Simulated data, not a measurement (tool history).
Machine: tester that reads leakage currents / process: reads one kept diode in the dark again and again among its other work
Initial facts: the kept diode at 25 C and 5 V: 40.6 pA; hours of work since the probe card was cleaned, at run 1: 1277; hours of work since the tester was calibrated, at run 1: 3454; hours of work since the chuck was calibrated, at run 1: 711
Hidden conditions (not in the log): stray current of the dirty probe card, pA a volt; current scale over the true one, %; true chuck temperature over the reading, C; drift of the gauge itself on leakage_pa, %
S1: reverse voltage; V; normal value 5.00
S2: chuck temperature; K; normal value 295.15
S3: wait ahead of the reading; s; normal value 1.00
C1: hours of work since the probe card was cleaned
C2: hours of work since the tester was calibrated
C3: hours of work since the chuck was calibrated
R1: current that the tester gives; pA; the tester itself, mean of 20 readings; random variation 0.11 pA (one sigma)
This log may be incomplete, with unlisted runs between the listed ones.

| run | day | S1 | S2 | S3 | C1 | C2 | C3 | R1 |
|---|---|---|---|---|---|---|---|---|
| 1 | 0.000 | 5.00 | 295.15 | 1.00 | 1277 | 3454 | 711 | 32.82 |
| 2 | 4.250 | 5.00 | 295.15 | 1.00 | 1358 | 3535 | 792 | 32.72 |
| 3 | 8.350 | 5.00 | 332.15 | 1.00 | 1436 | 3613 | 870 | 500.38 |
|  | 9.833 | probe card cleaned and baked |
| 4 | 12.075 | 10.04 | 295.15 | 1.00 | 43 | 3682 | 938 | 50.10 |
|  | 15.308 | chuck's temperature calibrated |
| 5 | 17.329 | 1.52 | 295.15 | 1.00 | 141 | 3781 | 39 | 16.11 |
| 6 | 22.496 | 5.00 | 295.15 | 0.40 | 240 | 3879 | 137 | 34.28 |
|  | 28.354 | tester calibrated |
| 7 | 29.892 | 5.00 | 295.15 | 0.40 | 379 | 29 | 276 | 34.42 |
| 8 | 36.154 | 5.00 | 295.15 | 3.13 | 499 | 149 | 396 | 32.08 |
| 9 | 42.833 | 5.00 | 295.15 | 0.69 | 626 | 276 | 523 | 33.47 |
| 10 | 49.121 | 6.70 | 295.15 | 0.69 | 746 | 396 | 643 | 39.84 |
| 11 | 54.062 | 6.70 | 295.15 | 0.69 | 840 | 490 | 737 | 39.64 |
| 12 | 58.296 | 6.70 | 295.15 | 0.69 | 921 | 571 | 818 | 39.89 |
| 13 | 65.388 | 6.70 | 295.15 | 0.69 | 1056 | 706 | 953 | 39.90 |
|  | 68.308 | chuck's temperature calibrated |
| 14 | 68.496 | 6.70 | 295.15 | 0.69 | 1114 | 764 | 4 | 39.68 |
| 15 | 72.088 | 6.70 | 295.15 | 0.69 | 1182 | 832 | 72 | 39.89 |
| 16 | 78.683 | 5.00 | 309.15 | 1.00 | 1308 | 958 | 198 | 98.64 |
| 17 | 82.633 | 5.00 | 309.15 | 1.00 | 1383 | 1033 | 273 | 98.68 |
|  | 86.983 | probe card cleaned and baked |
| 18 | 88.525 | 5.00 | 309.15 | 1.00 | 29 | 1143 | 383 | 98.62 |
| 19 | 92.508 | 5.00 | 317.15 | 1.00 | 105 | 1219 | 459 | 177.24 |
| 20 | 95.692 | 4.01 | 316.15 | 8.53 | 166 | 1280 | 520 | 144.89 |
| 21 | 101.121 | 4.01 | 326.15 | 5.20 | 270 | 1383 | 623 | 293.70 |
| 22 | 105.200 | 16.95 | 295.15 | 1.00 | 347 | 1461 | 701 | 69.16 |
| 23 | 109.983 | 5.00 | 320.15 | 5.98 | 438 | 1552 | 792 | 219.19 |
| 24 | 116.821 | 3.57 | 303.15 | 0.32 | 569 | 1683 | 922 | 52.39 |
|  | 120.825 | chuck's temperature calibrated |
| 25 | 120.825 | 9.74 | 303.15 | 0.32 | 644 | 1757 | 0 | 96.72 |
| 26 | 126.912 | 9.74 | 303.15 | 0.32 | 760 | 1873 | 116 | 96.76 |
| 27 | 130.712 | 5.00 | 295.15 | 4.35 | 832 | 1946 | 188 | 31.96 |
| 28 | 136.662 | 2.05 | 295.15 | 2.32 | 946 | 2059 | 302 | 19.14 |
| 29 | 140.354 | 5.00 | 295.15 | 1.60 | 1016 | 2130 | 372 | 32.40 |
| 30 | 145.762 | 2.13 | 322.15 | 4.20 | 1119 | 2233 | 475 | 152.63 |
| 31 | 151.146 | 13.14 | 294.15 | 0.63 | 1222 | 2335 | 578 | 55.89 |
| 32 | 157.646 | 1.52 | 296.15 | 0.63 | 1346 | 2459 | 702 | 17.61 |
|  | 164.000 | probe card cleaned and baked |
| 33 | 164.517 | 1.52 | 296.15 | 0.63 | 10 | 2588 | 831 | 17.54 |
| 34 | 167.638 | 10.16 | 304.15 | 3.32 | 69 | 2647 | 890 | 100.61 |
| 35 | 170.683 | 10.16 | 304.15 | 3.32 | 127 | 2705 | 948 | 100.78 |
|  | 173.367 | chuck's temperature calibrated |
| 36 | 174.600 | 6.18 | 308.15 | 7.39 | 201 | 2778 | 24 | 102.11 |
| 37 | 177.871 | 6.18 | 308.15 | 7.39 | 263 | 2841 | 86 | 102.16 |
| 38 | 184.900 | 5.00 | 332.15 | 0.95 | 397 | 2975 | 220 | 502.00 |

Here are 4 independent what-if runs from the current tool condition. What would each one return?
| A | 191.675 | 5.65 | 316.15 | 2.13 | 526 | 3104 | 349 | ? |
| B | 191.675 | 5.00 | 330.15 | 0.95 | 526 | 3104 | 349 | ? |
| C | 191.675 | 5.00 | 299.15 | 1.00 | 526 | 3104 | 349 | ? |
| D | 191.675 | 1.82 | 332.15 | 0.79 | 526 | 3104 | 349 | ? |

| run | R1 |
|---|---|
| A | 178.06 |
| B | 438.71 |
| C | 45.15 |
| D | 276.65 |
With no hidden state in the tool, these same runs would have given:
| run | R1 |
|---|---|
| A | 178.06 |
| B | 438.72 |
| C | 45.14 |
| D | 276.66 |
